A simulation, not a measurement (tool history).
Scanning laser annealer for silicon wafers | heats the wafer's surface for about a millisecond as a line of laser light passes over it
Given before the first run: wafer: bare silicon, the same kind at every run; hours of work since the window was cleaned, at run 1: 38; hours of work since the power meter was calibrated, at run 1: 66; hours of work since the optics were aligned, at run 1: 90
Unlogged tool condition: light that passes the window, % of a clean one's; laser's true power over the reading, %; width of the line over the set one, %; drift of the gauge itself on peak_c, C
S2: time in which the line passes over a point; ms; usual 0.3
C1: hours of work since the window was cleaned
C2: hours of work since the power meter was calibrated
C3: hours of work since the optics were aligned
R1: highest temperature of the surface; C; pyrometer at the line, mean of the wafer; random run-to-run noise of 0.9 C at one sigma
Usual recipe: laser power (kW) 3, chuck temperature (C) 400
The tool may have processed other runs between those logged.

Run 1, hour 0: usual settings; C1 38; C2 66; C3 90. Result: R1 1194.9 C.
Run 2, hour 8.6: usual settings; C1 42; C2 70; C3 94. Result: R1 1196.9 C.
Run 3, hour 19.6: usual settings; C1 48; C2 76; C3 99. Result: R1 1195.5 C.
Run 4, hour 30.9: usual settings but chuck temperature (C) 412; C1 53; C2 81; C3 105. Result: R1 1206.5 C.
Run 5, hour 40.1: usual settings but chuck temperature (C) 412; C1 57; C2 85; C3 109. Result: R1 1206.7 C.
Run 6, hour 49.4: usual settings but chuck temperature (C) 412; C1 62; C2 90; C3 114. Result: R1 1207.3 C.
Run 7, hour 56.1: usual settings; C1 65; C2 93; C3 117. Result: R1 1194.7 C.
Run 8, hour 61.8: usual settings; C1 68; C2 96; C3 120. Result: R1 1194.3 C.
Run 9, hour 74: usual settings; C1 74; C2 102; C3 125. Result: R1 1194.6 C.
Run 10, hour 83.4: usual settings; C1 78; C2 106; C3 130. Result: R1 1195.2 C.
Run 11, hour 89.2: usual settings; C1 81; C2 109; C3 133. Result: R1 1197.2 C.
Run 12, hour 97.8: usual settings; C1 85; C2 113; C3 137. Result: R1 1195.5 C.
Run 13, hour 105.8: usual settings but S2 0.248 ms; C1 89; C2 117; C3 141. Result: R1 1117.5 C.
Run 14, hour 112: usual settings; C1 92; C2 120; C3 144. Result: R1 1193.9 C.
Run 15, hour 123.1: usual settings but laser power (kW) 3.281; C1 97; C2 125; C3 149. Result: R1 1263.6 C.
Run 16, hour 134.3: usual settings but laser power (kW) 3.281; C1 102; C2 130; C3 154. Result: R1 1261.9 C.
Run 17, hour 144.5: usual settings but S2 0.221 ms; C1 107; C2 135; C3 159. Result: R1 1075.9 C.
Run 18, hour 156.1: usual settings but S2 0.221 ms; C1 113; C2 141; C3 165. Result: R1 1075.4 C.
Run 19, hour 164.8: usual settings but S2 0.221 ms; C1 117; C2 145; C3 169. Result: R1 1075.8 C.
Run 20, hour 176.2: usual settings; C1 122; C2 150; C3 174. Result: R1 1193.5 C.
Run 21, hour 185.9: usual settings but laser power (kW) 3.155; C1 127; C2 155; C3 179. Result: R1 1232.3 C.
Run 22, hour 196.1: usual settings but chuck temperature (C) 432; C1 132; C2 160; C3 184. Result: R1 1225.8 C.
Run 23, hour 205.3: usual settings but chuck temperature (C) 432; C1 136; C2 164; C3 188. Result: R1 1226.4 C.
Run 24, hour 210.6: usual settings but chuck temperature (C) 432; C1 139; C2 167; C3 191. Result: R1 1225.5 C.
Run 25, hour 217.2: usual settings but chuck temperature (C) 432; C1 142; C2 170; C3 194. Result: R1 1226.3 C.
Run 26, hour 224.3: usual settings but chuck temperature (C) 432; C1 145; C2 173; C3 197. Result: R1 1225.3 C.
Run 27, hour 235.7: usual settings but S2 0.314 ms, chuck temperature (C) 432; C1 151; C2 179; C3 202. Result: R1 1245.2 C.
Run 28, hour 243.7: usual settings but S2 0.33 ms, chuck temperature (C) 412; C1 154; C2 182; C3 206. Result: R1 1247.2 C.
Run 29, hour 255.8: usual settings but laser power (kW) 3.294, S2 0.33 ms, chuck temperature (C) 391; C1 160; C2 188; C3 212. Result: R1 1300.4 C.
Run 30, hour 263.7: usual settings but laser power (kW) 2.78, chuck temperature (C) 416; C1 164; C2 192; C3 216. Result: R1 1156.1 C.
Run 31, hour 269.9: usual settings but laser power (kW) 2.78, chuck temperature (C) 416; C1 167; C2 195; C3 219. Result: R1 1155.7 C.
Run 32, hour 277.3: usual settings but laser power (kW) 2.692, S2 0.275 ms, chuck temperature (C) 390; C1 171; C2 198; C3 222. Result: R1 1075.7 C.
Run 33, hour 283.2: usual settings but laser power (kW) 2.692, S2 0.376 ms, chuck temperature (C) 390; C1 173; C2 201; C3 225. Result: R1 1197.7 C.
Run 34, hour 295.3: usual settings but chuck temperature (C) 397; C1 179; C2 207; C3 231. Result: R1 1189.7 C.
Run 35, hour 305.9: usual settings but chuck temperature (C) 365; C1 184; C2 212; C3 236. Result: R1 1158.8 C.
Run 36, hour 313.2: usual settings but laser power (kW) 2.688, S2 0.28 ms, chuck temperature (C) 394; C1 188; C2 216; C3 239. Result: R1 1082.6 C.
Run 37, hour 320: usual settings but laser power (kW) 2.688, S2 0.28 ms, chuck temperature (C) 394; C1 191; C2 219; C3 243. Result: R1 1084.1 C.
Run 38, hour 325.5: usual settings but laser power (kW) 2.792, S2 0.309 ms, chuck temperature (C) 436; C1 193; C2 221; C3 245. Result: R1 1189.5 C.
Run 39, hour 336.4: usual settings but laser power (kW) 2.908; C1 199; C2 227; C3 250. Result: R1 1168.7 C.
Run 40, hour 344.5: usual settings but laser power (kW) 2.908, S2 0.371 ms; C1 203; C2 230; C3 254. Result: R1 1260.8 C.

Forecast each of these 5 alternatives for the next run:
Run A, hour 350.9: usual settings but laser power (kW) 2.581, S2 0.259 ms, chuck temperature (C) 393; C1 206; C2 234; C3 257. Result: R1 ?.
Run B, hour 350.9: usual settings but laser power (kW) 2.859, S2 0.222 ms, chuck temperature (C) 396; C1 206; C2 234; C3 257. Result: R1 ?.
Run C, hour 350.9: usual settings but laser power (kW) 2.908, S2 0.371 ms, chuck temperature (C) 430; C1 206; C2 234; C3 257. Result: R1 ?.
Run D, hour 350.9: usual settings but laser power (kW) 2.941, S2 0.285 ms, chuck temperature (C) 439; C1 206; C2 234; C3 257. Result: R1 ?.
Run E, hour 350.9: usual settings but laser power (kW) 2.726, S2 0.234 ms; C1 206; C2 234; C3 257. Result: R1 ?.

run      R1
  A  1030.2
  B  1041.3
  C  1293.3
  D  1197.5
  E  1035.8
With the hidden condition removed and each run's random variation left untouched, the same runs would have given:
run      R1
  A  1035.2
  B  1046.5
  C  1300.1
  D  1203.5
  E  1040.8
